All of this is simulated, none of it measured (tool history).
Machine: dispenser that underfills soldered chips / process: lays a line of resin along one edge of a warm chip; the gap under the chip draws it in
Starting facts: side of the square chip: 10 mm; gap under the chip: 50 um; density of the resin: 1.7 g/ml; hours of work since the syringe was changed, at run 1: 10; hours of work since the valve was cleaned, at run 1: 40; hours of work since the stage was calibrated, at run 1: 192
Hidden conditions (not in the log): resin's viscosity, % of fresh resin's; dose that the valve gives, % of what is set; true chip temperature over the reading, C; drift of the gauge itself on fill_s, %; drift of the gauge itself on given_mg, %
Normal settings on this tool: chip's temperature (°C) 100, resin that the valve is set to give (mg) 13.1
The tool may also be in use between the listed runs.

run,day,chip's temperature (°C),resin that the valve is set to give (mg),hours of work since the syringe was changed,hours of work since the valve was cleaned,hours of work since the stage was calibrated,time until the resin shows at the far edge (s),resin that the valve gave (mg)
1,0.000,100,13.1,10,40,192,182.1,12.75
# day 0.054: new syringe of resin
# day 0.096: dispensing valve cleaned and set on the balance
2,0.433,100,13.1,6,6,199,146.3,13.12
# day 0.771: new syringe of resin
3,0.912,100,13.1,3,14,207,129.2,13.07
# day 1.421: new syringe of resin
4,1.562,100,13.1,3,26,218,132.3,12.87
# day 2.092: new syringe of resin
5,2.167,100,13.1,1,36,229,125.6,12.80
# day 2.479: dispensing valve cleaned and set on the balance
6,2.658,100,13.1,9,3,237,177.0,13.03
# day 2.800: new syringe of resin
7,3.175,100,13.1,7,12,246,155.6,12.90
# day 3.458: new syringe of resin
8,3.771,100,13.1,6,23,257,148.2,12.81
# day 4.104: new syringe of resin
9,4.425,100,13.1,6,34,268,152.3,12.75
# day 4.762: new syringe of resin
10,4.767,100,13.1,0,40,274,117.4,12.73
# day 4.862: dispensing valve cleaned and set on the balance
# day 5.438: new syringe of resin
11,5.438,100,13.1,0,10,285,119.7,13.07
12,5.904,100,13.1,8,19,294,171.1,12.98
# day 6.058: new syringe of resin
13,6.600,100,13.1,10,31,306,182.3,12.87
# day 6.704: new syringe of resin
# day 7.229: dispensing valve cleaned and set on the balance
14,7.304,100,16.0,10,1,317,177.3,16.04
# day 7.371: new syringe of resin
15,7.604,100,13.3,4,6,323,137.1,13.32
# day 8.038: new syringe of resin
16,8.288,100,13.3,4,19,335,150.6,13.21
# day 8.688: new syringe of resin
17,8.696,100,13.3,0,26,342,121.0,13.15
18,9.075,100,13.3,7,32,349,164.2,13.05
# day 9.346: new syringe of resin
# day 9.625: dispensing valve cleaned and set on the balance
19,9.667,100,13.3,5,1,358,147.9,13.36
# day 10.050: new syringe of resin
20,10.246,100,13.3,4,11,368,144.8,13.28
# day 10.717: new syringe of resin
21,10.921,100,13.3,4,23,380,140.8,13.12
22,11.300,93,13.3,10,30,387,228.1,13.09
# day 11.342: new syringe of resin
23,11.692,96,12.8,6,36,394,178.0,12.50
# day 11.971: new syringe of resin
# day 12.012: dispensing valve cleaned and set on the balance
24,12.133,104,11.2,2,2,401,125.7,11.19
25,12.479,104,13.9,8,8,407,156.3,13.77
# day 12.662: new syringe of resin
26,12.846,98,16.6,3,15,413,144.9,16.41
# day 13.288: new syringe of resin
27,13.288,95,12.6,0,22,421,142.5,12.34
28,13.658,88,12.5,7,29,428,227.7,12.29
# day 13.942: new syringe of resin
29,14.075,85,16.0,2,36,435,209.5,15.52

Across each entry between runs, compare the hidden state at the last listed run before it with the hidden state at the first listed run after it:
From run 1 to run 2: new syringe of resin (day 0.054); dispensing valve cleaned and set on the balance (day 0.096)
  resin's viscosity, % of fresh resin's: 153.5 -> 126.5; dose that the valve gives, % of what is set: 97.36 -> 99.82; true chip temperature over the reading, C: -0.74 -> -0.77
  difference, measured minus the result without the unlogged condition, time until the resin shows at the far edge (s): +66.2 -> +33.1; resin that the valve gave (mg): -0.35 -> -0.02
From run 2 to run 3: new syringe of resin (day 0.771)
  resin's viscosity, % of fresh resin's: 126.5 -> 111.9; dose that the valve gives, % of what is set: 99.82 -> 99.24; true chip temperature over the reading, C: -0.77 -> -0.81
  difference, measured minus the result without the unlogged condition, time until the resin shows at the far edge (s): +33.1 -> +16.5; resin that the valve gave (mg): -0.02 -> -0.10
From run 3 to run 4: new syringe of resin (day 1.421)
  resin's viscosity, % of fresh resin's: 111.9 -> 112.1; dose that the valve gives, % of what is set: 99.24 -> 98.35; true chip temperature over the reading, C: -0.81 -> -0.86
  difference, measured minus the result without the unlogged condition, time until the resin shows at the far edge (s): +16.5 -> +17.5; resin that the valve gave (mg): -0.10 -> -0.22
From run 4 to run 5: new syringe of resin (day 2.092)
  resin's viscosity, % of fresh resin's: 112.1 -> 105.7; dose that the valve gives, % of what is set: 98.35 -> 97.58; true chip temperature over the reading, C: -0.86 -> -0.9
  difference, measured minus the result without the unlogged condition, time until the resin shows at the far edge (s): +17.5 -> +10.3; resin that the valve gave (mg): -0.22 -> -0.31
From run 5 to run 6: dispensing valve cleaned and set on the balance (day 2.479)
  resin's viscosity, % of fresh resin's: 105.7 -> 148.7; dose that the valve gives, % of what is set: 97.58 -> 99.54; true chip temperature over the reading, C: -0.9 -> -0.94
  difference, measured minus the result without the unlogged condition, time until the resin shows at the far edge (s): +10.3 -> +61.3; resin that the valve gave (mg): -0.31 -> -0.06
From run 6 to run 7: new syringe of resin (day 2.800)
  resin's viscosity, % of fresh resin's: 148.7 -> 133.6; dose that the valve gives, % of what is set: 99.54 -> 98.88; true chip temperature over the reading, C: -0.94 -> -0.98
  difference, measured minus the result without the unlogged condition, time until the resin shows at the far edge (s): +61.3 -> +42.6; resin that the valve gave (mg): -0.06 -> -0.15
From run 7 to run 8: new syringe of resin (day 3.458)
  resin's viscosity, % of fresh resin's: 133.6 -> 125.1; dose that the valve gives, % of what is set: 98.88 -> 98.17; true chip temperature over the reading, C: -0.98 -> -1.02
  difference, measured minus the result without the unlogged condition, time until the resin shows at the far edge (s): +42.6 -> +33.5; resin that the valve gave (mg): -0.15 -> -0.24
From run 8 to run 9: new syringe of resin (day 4.104)
  resin's viscosity, % of fresh resin's: 125.1 -> 128.2; dose that the valve gives, % of what is set: 98.17 -> 97.29; true chip temperature over the reading, C: -1.02 -> -1.07
  difference, measured minus the result without the unlogged condition, time until the resin shows at the far edge (s): +33.5 -> +37.5; resin that the valve gave (mg): -0.24 -> -0.35
From run 9 to run 10: new syringe of resin (day 4.762)
  resin's viscosity, % of fresh resin's: 128.2 -> 98.7; dose that the valve gives, % of what is set: 97.29 -> 96.84; true chip temperature over the reading, C: -1.07 -> -1.1
  difference, measured minus the result without the unlogged condition, time until the resin shows at the far edge (s): +37.5 -> +2.7; resin that the valve gave (mg): -0.35 -> -0.41
From run 10 to run 11: dispensing valve cleaned and set on the balance (day 4.862); new syringe of resin (day 5.438)
  resin's viscosity, % of fresh resin's: 98.7 -> 100.7; dose that the valve gives, % of what is set: 96.84 -> 99.54; true chip temperature over the reading, C: -1.1 -> -1.14
  difference, measured minus the result without the unlogged condition, time until the resin shows at the far edge (s): +2.7 -> +4.7; resin that the valve gave (mg): -0.41 -> -0.06
From run 12 to run 13: new syringe of resin (day 6.058)
  resin's viscosity, % of fresh resin's: 143.5 -> 150.7; dose that the valve gives, % of what is set: 98.94 -> 97.97; true chip temperature over the reading, C: -1.18 -> -1.23
  difference, measured minus the result without the unlogged condition, time until the resin shows at the far edge (s): +56.0 -> +65.9; resin that the valve gave (mg): -0.14 -> -0.26
From run 13 to run 14: new syringe of resin (day 6.704); dispensing valve cleaned and set on the balance (day 7.229)
  resin's viscosity, % of fresh resin's: 150.7 -> 149.6; dose that the valve gives, % of what is set: 97.97 -> 100.14; true chip temperature over the reading, C: -1.23 -> -1.28
  difference, measured minus the result without the unlogged condition, time until the resin shows at the far edge (s): +65.9 -> +63.1; resin that the valve gave (mg): -0.26 -> +0.02
From run 14 to run 15: new syringe of resin (day 7.371)
  resin's viscosity, % of fresh resin's: 149.6 -> 117.4; dose that the valve gives, % of what is set: 100.14 -> 99.77; true chip temperature over the reading, C: -1.28 -> -1.3
  difference, measured minus the result without the unlogged condition, time until the resin shows at the far edge (s): +63.1 -> +24.7; resin that the valve gave (mg): +0.02 -> -0.03
From run 15 to run 16: new syringe of resin (day 8.038)
  resin's viscosity, % of fresh resin's: 117.4 -> 124.6; dose that the valve gives, % of what is set: 99.77 -> 98.92; true chip temperature over the reading, C: -1.3 -> -1.36
  difference, measured minus the result without the unlogged condition, time until the resin shows at the far edge (s): +24.7 -> +34.7; resin that the valve gave (mg): -0.03 -> -0.14
From run 16 to run 17: new syringe of resin (day 8.688)
  resin's viscosity, % of fresh resin's: 124.6 -> 100.9; dose that the valve gives, % of what is set: 98.92 -> 98.35; true chip temperature over the reading, C: -1.36 -> -1.39
  difference, measured minus the result without the unlogged condition, time until the resin shows at the far edge (s): +34.7 -> +6.1; resin that the valve gave (mg): -0.14 -> -0.22
From run 18 to run 19: new syringe of resin (day 9.346); dispensing valve cleaned and set on the balance (day 9.625)
  resin's viscosity, % of fresh resin's: 134.2 -> 123.7; dose that the valve gives, % of what is set: 97.85 -> 100.48; true chip temperature over the reading, C: -1.41 -> -1.46
  difference, measured minus the result without the unlogged condition, time until the resin shows at the far edge (s): +47.1 -> +33.3; resin that the valve gave (mg): -0.29 -> +0.06
From run 19 to run 20: new syringe of resin (day 10.050)
  resin's viscosity, % of fresh resin's: 123.7 -> 118.2; dose that the valve gives, % of what is set: 100.48 -> 99.63; true chip temperature over the reading, C: -1.46 -> -1.5
  difference, measured minus the result without the unlogged condition, time until the resin shows at the far edge (s): +33.3 -> +27.5; resin that the valve gave (mg): +0.06 -> -0.05
From run 20 to run 21: new syringe of resin (day 10.717)
  resin's viscosity, % of fresh resin's: 118.2 -> 116; dose that the valve gives, % of what is set: 99.63 -> 98.8; true chip temperature over the reading, C: -1.5 -> -1.55
  difference, measured minus the result without the unlogged condition, time until the resin shows at the far edge (s): +27.5 -> +24.9; resin that the valve gave (mg): -0.05 -> -0.16
From run 22 to run 23: new syringe of resin (day 11.342)
  resin's viscosity, % of fresh resin's: 154.1 -> 132.3; dose that the valve gives, % of what is set: 98.3 -> 97.79; true chip temperature over the reading, C: -1.58 -> -1.62
  difference, measured minus the result without the unlogged condition, time until the resin shows at the far edge (s): +87.3 -> +50.2; resin that the valve gave (mg): -0.23 -> -0.28
From run 23 to run 24: new syringe of resin (day 11.971); dispensing valve cleaned and set on the balance (day 12.012)
  resin's viscosity, % of fresh resin's: 132.3 -> 112.1; dose that the valve gives, % of what is set: 97.79 -> 99.85; true chip temperature over the reading, C: -1.62 -> -1.64
  difference, measured minus the result without the unlogged condition, time until the resin shows at the far edge (s): +50.2 -> +18.8; resin that the valve gave (mg): -0.28 -> -0.02
From run 25 to run 26: new syringe of resin (day 12.662)
  resin's viscosity, % of fresh resin's: 145.3 -> 115.4; dose that the valve gives, % of what is set: 99.42 -> 98.95; true chip temperature over the reading, C: -1.67 -> -1.69
  difference, measured minus the result without the unlogged condition, time until the resin shows at the far edge (s): +53.8 -> +25.6; resin that the valve gave (mg): -0.08 -> -0.17
From run 26 to run 27: new syringe of resin (day 13.288)
  resin's viscosity, % of fresh resin's: 115.4 -> 98.7; dose that the valve gives, % of what is set: 98.95 -> 98.38; true chip temperature over the reading, C: -1.69 -> -1.73
  difference, measured minus the result without the unlogged condition, time until the resin shows at the far edge (s): +25.6 -> +5.7; resin that the valve gave (mg): -0.17 -> -0.21
From run 28 to run 29: new syringe of resin (day 13.942)
  resin's viscosity, % of fresh resin's: 130.8 -> 110.1; dose that the valve gives, % of what is set: 97.91 -> 97.42; true chip temperature over the reading, C: -1.76 -> -1.79
  difference, measured minus the result without the unlogged condition, time until the resin shows at the far edge (s): +63.5 -> +29.9; resin that the valve gave (mg): -0.26 -> -0.42

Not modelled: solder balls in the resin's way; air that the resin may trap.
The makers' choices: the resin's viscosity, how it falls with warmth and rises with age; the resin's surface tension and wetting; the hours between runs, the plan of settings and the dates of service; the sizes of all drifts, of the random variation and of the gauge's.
